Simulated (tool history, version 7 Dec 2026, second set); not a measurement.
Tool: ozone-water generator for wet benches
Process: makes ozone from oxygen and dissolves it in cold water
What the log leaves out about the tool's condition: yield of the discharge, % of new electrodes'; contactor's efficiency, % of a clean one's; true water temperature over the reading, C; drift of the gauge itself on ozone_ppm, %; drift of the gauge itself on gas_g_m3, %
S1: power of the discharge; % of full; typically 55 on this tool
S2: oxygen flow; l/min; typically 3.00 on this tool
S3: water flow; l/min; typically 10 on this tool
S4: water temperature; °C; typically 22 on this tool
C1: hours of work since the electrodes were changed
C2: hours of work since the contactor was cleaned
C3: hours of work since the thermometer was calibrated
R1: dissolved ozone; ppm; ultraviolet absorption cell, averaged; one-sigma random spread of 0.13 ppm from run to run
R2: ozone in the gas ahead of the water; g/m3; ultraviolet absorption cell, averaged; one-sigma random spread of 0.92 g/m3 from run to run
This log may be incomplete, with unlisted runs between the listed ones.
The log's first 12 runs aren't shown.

run	hour	S1	S2	S3	S4	C1	C2	C3	R1	R2
13	2071.5	55	3.00	10	22	1622	6651	2583	14.5	150.8
14	2205.5	55	3.00	10	22	1705	6733	2665	14.4	151.9
15	2353.6	55	3.00	10	22	1796	6824	2756	14.5	151.9
16	2574.3	55	3.00	10	22	1931	6960	2892	14.4	151.7
17	2727.9	55	3.00	10	22	2026	7054	2986	14.6	151.8
18	2905.6	55	3.00	10	22	2135	7164	3096	14.4	149.3
19	3072.0	99	2.37	7	20	2237	7266	3198	35.8	304.1
20	3278.6	99	2.37	7	20	2364	7393	3325	35.9	302.9
# hour 3418.5: gauge calibrated
21	3503.9	43	2.72	7	22	2503	7531	3463	15.6	132.0
# hour 3624.5: water thermometer calibrated
22	3674.7	43	2.72	6	25	2608	7636	31	16.4	130.2
23	3900.4	43	2.72	6	21	2746	7775	170	17.7	132.2
24	4097.9	91	1.61	13	16	2868	7896	291	19.7	369.1
25	4327.2	55	2.24	8	22	3009	8037	432	18.4	186.2
26	4518.2	55	4.02	8	22	3126	8155	549	16.1	126.9
27	4717.1	55	4.02	8	22	3248	8277	672	16.2	125.7
28	4911.0	55	2.53	10	22	3368	8396	791	14.9	170.6
29	5056.4	48	3.00	10	22	3457	8485	880	12.9	134.8
30	5199.9	85	5.00	10	26	3545	8574	968	17.9	163.6
31	5352.0	55	4.20	12	22	3639	8667	1062	11.7	122.4
# hour 5445.0: gauge calibrated
32	5547.7	55	4.20	12	22	3759	8787	1182	11.8	124.0

Each row is a separate what-if for the run after 32, all from the same tool condition, not one after another. Results?
A	5670.6	57	3.95	10	22	3834	8863	1258	?	?
B	5670.6	90	4.94	11	22	3834	8863	1258	?	?
C	5670.6	55	5.24	10	20	3834	8863	1258	?	?
D	5670.6	77	4.20	12	15	3834	8863	1258	?	?

run	R1	R2
A	14.1	134.3
B	19.5	174.4
C	13.3	107.2
D	17.8	171.4
The same runs, with their run-to-run variation unchanged, on a tool lacking any hidden condition would have given:
run	R1	R2
A	14.2	134.6
B	19.5	174.9
C	13.3	107.5
D	17.8	171.9
